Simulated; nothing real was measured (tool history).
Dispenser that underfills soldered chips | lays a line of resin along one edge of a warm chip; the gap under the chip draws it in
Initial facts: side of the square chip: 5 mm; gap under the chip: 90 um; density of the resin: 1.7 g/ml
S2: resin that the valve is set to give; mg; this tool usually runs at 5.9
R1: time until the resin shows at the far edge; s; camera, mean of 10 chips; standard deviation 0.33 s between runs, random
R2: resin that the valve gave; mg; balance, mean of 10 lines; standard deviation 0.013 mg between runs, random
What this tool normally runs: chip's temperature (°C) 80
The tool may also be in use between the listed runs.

{"run": 1, "hour": 0.0, "chip's temperature (°C)": 80, "S2": 5.9, "R1": 16.1, "R2": 5.7}
{"hour": 6.4, "done": "new syringe of resin"}
{"run": 2, "hour": 10.2, "chip's temperature (°C)": 80, "S2": 5.9, "R1": 15.3, "R2": 5.68}
{"hour": 16.1, "done": "new syringe of resin"}
{"run": 3, "hour": 18.1, "chip's temperature (°C)": 67, "S2": 5.9, "R1": 28.3, "R2": 5.67}
{"hour": 26.0, "done": "new syringe of resin"}
{"run": 4, "hour": 29.3, "chip's temperature (°C)": 67, "S2": 5.9, "R1": 29.9, "R2": 5.66}
{"run": 5, "hour": 35.0, "chip's temperature (°C)": 67, "S2": 5.9, "R1": 38.7, "R2": 5.64}
{"hour": 36.0, "done": "new syringe of resin"}
{"run": 6, "hour": 41.1, "chip's temperature (°C)": 80, "S2": 5.23, "R1": 18, "R2": 4.98}
{"hour": 46.0, "done": "new syringe of resin"}
{"run": 7, "hour": 50.7, "chip's temperature (°C)": 80, "S2": 5.23, "R1": 17.4, "R2": 4.98}
{"hour": 56.5, "done": "new syringe of resin"}
{"hour": 58.5, "done": "dispensing valve cleaned and set on the balance"}
{"run": 8, "hour": 60.5, "chip's temperature (°C)": 80, "S2": 5.23, "R1": 15.8, "R2": 5.23}
{"hour": 67.2, "done": "new syringe of resin"}
{"run": 9, "hour": 68.8, "chip's temperature (°C)": 80, "S2": 5.23, "R1": 14, "R2": 5.24}
{"run": 10, "hour": 73.8, "chip's temperature (°C)": 83, "S2": 7.06, "R1": 16.2, "R2": 7.03}
{"hour": 77.5, "done": "new syringe of resin"}
{"run": 11, "hour": 82.8, "chip's temperature (°C)": 85, "S2": 6.14, "R1": 13.6, "R2": 6.14}
{"hour": 87.7, "done": "new syringe of resin"}
{"run": 12, "hour": 88.0, "chip's temperature (°C)": 85, "S2": 6.14, "R1": 10.9, "R2": 6.1}
{"run": 13, "hour": 94.7, "chip's temperature (°C)": 91, "S2": 5.5, "R1": 11.4, "R2": 5.47}
{"hour": 97.7, "done": "new syringe of resin"}
{"run": 14, "hour": 103.3, "chip's temperature (°C)": 91, "S2": 5.5, "R1": 10.8, "R2": 5.44}
{"hour": 107.6, "done": "new syringe of resin"}
{"run": 15, "hour": 114.5, "chip's temperature (°C)": 94, "S2": 5.45, "R1": 9.8, "R2": 5.39}
{"hour": 117.8, "done": "new syringe of resin"}
{"run": 16, "hour": 119.7, "chip's temperature (°C)": 94, "S2": 5.37, "R1": 7.3, "R2": 5.3}
{"hour": 128.1, "done": "new syringe of resin"}
{"run": 17, "hour": 128.8, "chip's temperature (°C)": 90, "S2": 6.51, "R1": 8.7, "R2": 6.43}

4 options for the next run, each taken on its own from the tool as it stands now. Forecast them:
{"run": "A", "hour": 135.1, "chip's temperature (°C)": 67, "S2": 6.51, "R1": "?", "R2": "?"}
{"run": "B", "hour": 135.1, "chip's temperature (°C)": 79, "S2": 7.44, "R1": "?", "R2": "?"}
{"run": "C", "hour": 135.1, "chip's temperature (°C)": 76, "S2": 5.9, "R1": "?", "R2": "?"}
{"run": "D", "hour": 135.1, "chip's temperature (°C)": 78, "S2": 6.75, "R1": "?", "R2": "?"}

run=A R1=34.3 R2=6.41
run=B R1=18.3 R2=7.32
run=C R1=21.9 R2=5.81
run=D R1=19.1 R2=6.65
With no hidden state in the tool, these same runs would have given:
run=A R1=27.7 R2=6.51
run=B R1=14.6 R2=7.44
run=C R1=17.6 R2=5.91
run=D R1=15.3 R2=6.76
